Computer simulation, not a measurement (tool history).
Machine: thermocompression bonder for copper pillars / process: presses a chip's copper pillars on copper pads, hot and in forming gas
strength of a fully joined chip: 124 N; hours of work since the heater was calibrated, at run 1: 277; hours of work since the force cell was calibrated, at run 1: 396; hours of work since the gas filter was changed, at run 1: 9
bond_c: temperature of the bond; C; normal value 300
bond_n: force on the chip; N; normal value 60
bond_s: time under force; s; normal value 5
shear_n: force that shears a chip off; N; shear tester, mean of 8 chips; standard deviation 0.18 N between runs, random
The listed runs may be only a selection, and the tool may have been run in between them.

run	hour	bond_c	bond_n	bond_s	hours of work since the heater was calibrated	hours of work since the force cell was calibrated	hours of work since the gas filter was changed	shear_n
1	0.0	300	60	5	277	396	9	50.2
2	18.2	300	60	5	288	407	20	50.2
3	39.7	300	60	5	302	421	34	50.2
4	52.4	300	60	5	310	429	42	49.9
5	64.7	300	60	5	317	436	49	49.8
6	79.5	300	60	5	327	446	59	49.5
7	95.6	300	60	5	337	456	69	49.7
8	105.6	285	60	5	343	462	75	42.6
9	118.1	285	60	5	351	470	83	43.0
10	136.6	285	60	5	362	481	95	43.2
11	149.0	300	60	5	370	489	102	49.3
12	158.9	300	60	5	376	495	108	49.3
13	176.8	300	60	5	388	507	120	49.0
14	196.9	300	60	5	400	519	132	49.2
15	214.5	300	60	5	411	530	143	49.1
16	232.3	300	60	5	422	541	154	48.7
17	242.6	300	60	5	429	548	161	48.7
# hour 245.3: gauge calibrated
18	258.5	300	60	5	439	558	171	50.0
# hour 273.9: forming gas filter changed
19	278.8	300	60	5	451	570	3	50.2
20	293.6	300	60	5	460	579	12	50.0
21	308.9	297	37	4	470	589	22	28.1
22	325.0	316	37	7	480	599	32	42.7
23	336.4	293	86	7	487	606	39	70.1
24	353.9	293	86	7	498	617	50	70.3
25	375.4	293	86	7	512	631	64	69.7
26	384.4	316	80	13	517	636	69	91.6
27	402.7	289	83	7	529	648	81	66.0
28	416.9	300	60	13	538	657	90	69.1
# hour 424.9: gauge calibrated
29	433.1	300	60	13	548	667	100	70.7
30	445.3	290	75	9	555	674	107	68.0
31	457.5	290	75	9	563	682	115	68.3
32	475.5	290	75	9	574	693	126	67.3
33	485.2	290	75	9	580	699	132	68.0
34	504.0	292	75	4	592	711	144	51.6

What if the next run were any one of these 3? Each begins from the tool's condition after run 34:
A	517.7	329	65	7	601	720	153	?
B	517.7	300	60	7	601	720	153	?
C	517.7	326	75	4	601	720	153	?

run	shear_n
A	74.1
B	56.2
C	67.5
Without the tool's hidden state the same runs would have given:
run	shear_n
A	74.9
B	56.8
C	68.3

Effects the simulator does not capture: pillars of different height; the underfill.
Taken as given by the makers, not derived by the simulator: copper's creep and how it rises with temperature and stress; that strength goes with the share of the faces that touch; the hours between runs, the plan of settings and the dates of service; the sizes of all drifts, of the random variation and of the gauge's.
